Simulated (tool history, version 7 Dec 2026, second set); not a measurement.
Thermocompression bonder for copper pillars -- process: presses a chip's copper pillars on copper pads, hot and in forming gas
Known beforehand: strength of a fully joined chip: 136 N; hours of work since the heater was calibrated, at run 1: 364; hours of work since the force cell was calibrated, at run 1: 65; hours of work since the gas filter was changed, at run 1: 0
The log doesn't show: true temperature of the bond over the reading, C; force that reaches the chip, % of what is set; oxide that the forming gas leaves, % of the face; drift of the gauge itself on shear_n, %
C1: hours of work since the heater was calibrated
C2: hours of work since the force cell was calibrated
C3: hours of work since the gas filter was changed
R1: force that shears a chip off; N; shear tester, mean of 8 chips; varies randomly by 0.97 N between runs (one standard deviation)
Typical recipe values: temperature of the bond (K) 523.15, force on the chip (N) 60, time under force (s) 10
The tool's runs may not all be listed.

run 1 hour=0 | temperature_of_the_bond_(K)=523.15 force_on_the_chip_(N)=60 time_under_force_(s)=10 | C1=364 C2=65 C3=0 | R1=82.5
run 2 hour=8 | temperature_of_the_bond_(K)=523.15 force_on_the_chip_(N)=60 time_under_force_(s)=9 | C1=370 C2=71 C3=6 | R1=79.9
run 3 hour=13.4 | temperature_of_the_bond_(K)=523.15 force_on_the_chip_(N)=60 time_under_force_(s)=7 | C1=374 C2=75 C3=10 | R1=71.9
run 4 hour=23.2 | temperature_of_the_bond_(K)=523.15 force_on_the_chip_(N)=60 time_under_force_(s)=10 | C1=381 C2=82 C3=17 | R1=80.4
run 5 hour=32 | temperature_of_the_bond_(K)=523.15 force_on_the_chip_(N)=60 time_under_force_(s)=10 | C1=388 C2=89 C3=23 | R1=79.1
run 6 hour=43 | temperature_of_the_bond_(K)=523.15 force_on_the_chip_(N)=60 time_under_force_(s)=10 | C1=396 C2=97 C3=31 | R1=80.2
run 7 hour=52.7 | temperature_of_the_bond_(K)=523.15 force_on_the_chip_(N)=60 time_under_force_(s)=10 | C1=403 C2=104 C3=39 | R1=79.5
run 8 hour=58.6 | temperature_of_the_bond_(K)=523.15 force_on_the_chip_(N)=60 time_under_force_(s)=10 | C1=407 C2=108 C3=43 | R1=80.4
run 9 hour=66 | temperature_of_the_bond_(K)=523.15 force_on_the_chip_(N)=60 time_under_force_(s)=10 | C1=412 C2=114 C3=48 | R1=78.8
run 10 hour=77.2 | temperature_of_the_bond_(K)=523.15 force_on_the_chip_(N)=60 time_under_force_(s)=10 | C1=421 C2=122 C3=57 | R1=78.3
run 11 hour=83.3 | temperature_of_the_bond_(K)=523.15 force_on_the_chip_(N)=60 time_under_force_(s)=10 | C1=425 C2=126 C3=61 | R1=78.4
run 12 hour=88.3 | temperature_of_the_bond_(K)=523.15 force_on_the_chip_(N)=60 time_under_force_(s)=10 | C1=429 C2=130 C3=65 | R1=77.4
run 13 hour=95.8 | temperature_of_the_bond_(K)=523.15 force_on_the_chip_(N)=60 time_under_force_(s)=6 | C1=434 C2=135 C3=70 | R1=66.3
run 14 hour=105.2 | temperature_of_the_bond_(K)=523.15 force_on_the_chip_(N)=60 time_under_force_(s)=6 | C1=441 C2=142 C3=77 | R1=66.1
run 15 hour=116.4 | temperature_of_the_bond_(K)=523.15 force_on_the_chip_(N)=60 time_under_force_(s)=6 | C1=449 C2=151 C3=85 | R1=65.4
run 16 hour=121.7 | temperature_of_the_bond_(K)=523.15 force_on_the_chip_(N)=60 time_under_force_(s)=6 | C1=453 C2=154 C3=89 | R1=64.6
run 17 hour=126.6 | temperature_of_the_bond_(K)=523.15 force_on_the_chip_(N)=60 time_under_force_(s)=10 | C1=457 C2=158 C3=93 | R1=76.9
run 18 hour=137.7 | temperature_of_the_bond_(K)=523.15 force_on_the_chip_(N)=60 time_under_force_(s)=10 | C1=465 C2=166 C3=101 | R1=77.4
run 19 hour=143.2 | temperature_of_the_bond_(K)=523.15 force_on_the_chip_(N)=60 time_under_force_(s)=10 | C1=469 C2=170 C3=105 | R1=76
run 20 hour=149.1 | temperature_of_the_bond_(K)=523.15 force_on_the_chip_(N)=60 time_under_force_(s)=10 | C1=473 C2=174 C3=109 | R1=77
run 21 hour=160 | temperature_of_the_bond_(K)=523.15 force_on_the_chip_(N)=60 time_under_force_(s)=15 | C1=481 C2=183 C3=117 | R1=86.9
run 22 hour=166.8 | temperature_of_the_bond_(K)=515.15 force_on_the_chip_(N)=43 time_under_force_(s)=6 | C1=486 C2=187 C3=122 | R1=44
run 23 hour=177.5 | temperature_of_the_bond_(K)=499.15 force_on_the_chip_(N)=69 time_under_force_(s)=22 | C1=494 C2=195 C3=130 | R1=74.4

Expected results for the next run?
run 24 hour=184.3 | temperature_of_the_bond_(K)=499.15 force_on_the_chip_(N)=69 time_under_force_(s)=22 | C1=499 C2=200 C3=135 | R1=?

Run 24 measured R1 75.1 N.
Were there no unlogged condition in the tool, this run, its random variation unchanged, would have produced R1 82.6 N.

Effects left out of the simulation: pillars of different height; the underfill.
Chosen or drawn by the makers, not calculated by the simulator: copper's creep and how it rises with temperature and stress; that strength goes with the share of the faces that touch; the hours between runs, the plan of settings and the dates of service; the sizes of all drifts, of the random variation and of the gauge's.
